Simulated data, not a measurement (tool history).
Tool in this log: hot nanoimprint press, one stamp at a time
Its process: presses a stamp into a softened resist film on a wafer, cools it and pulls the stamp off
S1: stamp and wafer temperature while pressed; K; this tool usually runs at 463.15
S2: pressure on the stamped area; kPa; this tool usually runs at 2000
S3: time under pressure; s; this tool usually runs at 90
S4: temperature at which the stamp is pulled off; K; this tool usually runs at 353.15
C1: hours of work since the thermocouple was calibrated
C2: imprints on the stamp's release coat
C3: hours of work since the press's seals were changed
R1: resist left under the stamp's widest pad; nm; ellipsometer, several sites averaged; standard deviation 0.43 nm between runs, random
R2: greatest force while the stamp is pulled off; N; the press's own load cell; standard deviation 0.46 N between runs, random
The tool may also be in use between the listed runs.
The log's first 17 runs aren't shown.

run 18 day=5.900 | S1=463.15 S2=2000 S3=172 S4=353.15 | C1=553 C2=785 C3=163 | R1=87.0 R2=115.3
run 19 day=6.233 | S1=463.15 S2=2000 S3=172 S4=353.15 | C1=557 C2=801 C3=166 | R1=86.6 R2=116.0
run 20 day=6.517 | S1=463.15 S2=2480 S3=90 S4=353.15 | C1=560 C2=814 C3=169 | R1=99.9 R2=116.7
run 21 day=6.858 | S1=463.15 S2=2480 S3=90 S4=353.15 | C1=563 C2=830 C3=173 | R1=99.8 R2=117.1
-- day=7.375 stamp cleaned and given a new release coat
run 22 day=7.488 | S1=463.15 S2=2480 S3=90 S4=353.15 | C1=567 C2=5 C3=177 | R1=99.2 R2=109.0
-- day=7.646 plate thermocouple calibrated
run 23 day=8.142 | S1=463.15 S2=2480 S3=90 S4=353.15 | C1=5 C2=30 C3=182 | R1=97.9 R2=107.6
run 24 day=8.629 | S1=451.15 S2=2480 S3=90 S4=352.15 | C1=10 C2=52 C3=187 | R1=142.8 R2=110.1
run 25 day=8.850 | S1=451.15 S2=2480 S3=90 S4=352.15 | C1=13 C2=63 C3=190 | R1=142.7 R2=110.1
-- day=9.092 plate thermocouple calibrated, once more
run 26 day=9.275 | S1=454.15 S2=2480 S3=89 S4=348.15 | C1=2 C2=77 C3=193 | R1=140.1 R2=130.2
run 27 day=9.738 | S1=463.15 S2=2000 S3=90 S4=356.15 | C1=7 C2=98 C3=198 | R1=115.5 R2=108.0
run 28 day=10.183 | S1=472.15 S2=2350 S3=109 S4=339.15 | C1=11 C2=119 C3=203 | R1=73.6 R2=159.1
run 29 day=10.583 | S1=472.15 S2=2350 S3=109 S4=344.15 | C1=16 C2=137 C3=207 | R1=74.2 R2=143.7
run 30 day=10.942 | S1=472.15 S2=2350 S3=109 S4=344.15 | C1=19 C2=154 C3=210 | R1=73.4 R2=144.1
run 31 day=11.196 | S1=463.15 S2=1230 S3=58 S4=348.15 | C1=22 C2=166 C3=213 | R1=152.1 R2=131.8

Predict each of these 3 candidate next runs independently; none follows another, all start after run 31:
run A day=11.688 | S1=457.15 S2=2970 S3=154 S4=353.15 | C1=27 C2=188 C3=218 | R1=? R2=?
run B day=11.688 | S1=463.15 S2=1490 S3=58 S4=348.15 | C1=27 C2=188 C3=218 | R1=? R2=?
run C day=11.688 | S1=463.15 S2=2000 S3=100 S4=353.15 | C1=27 C2=188 C3=218 | R1=? R2=?

run=A R1=101.4 R2=115.2
run=B R1=144.9 R2=129.8
run=C R1=111.9 R2=115.3
What these runs would have given with no unlogged condition in the tool:
run=A R1=101.3 R2=114.0
run=B R1=145.2 R2=128.3
run=C R1=112.0 R2=114.1
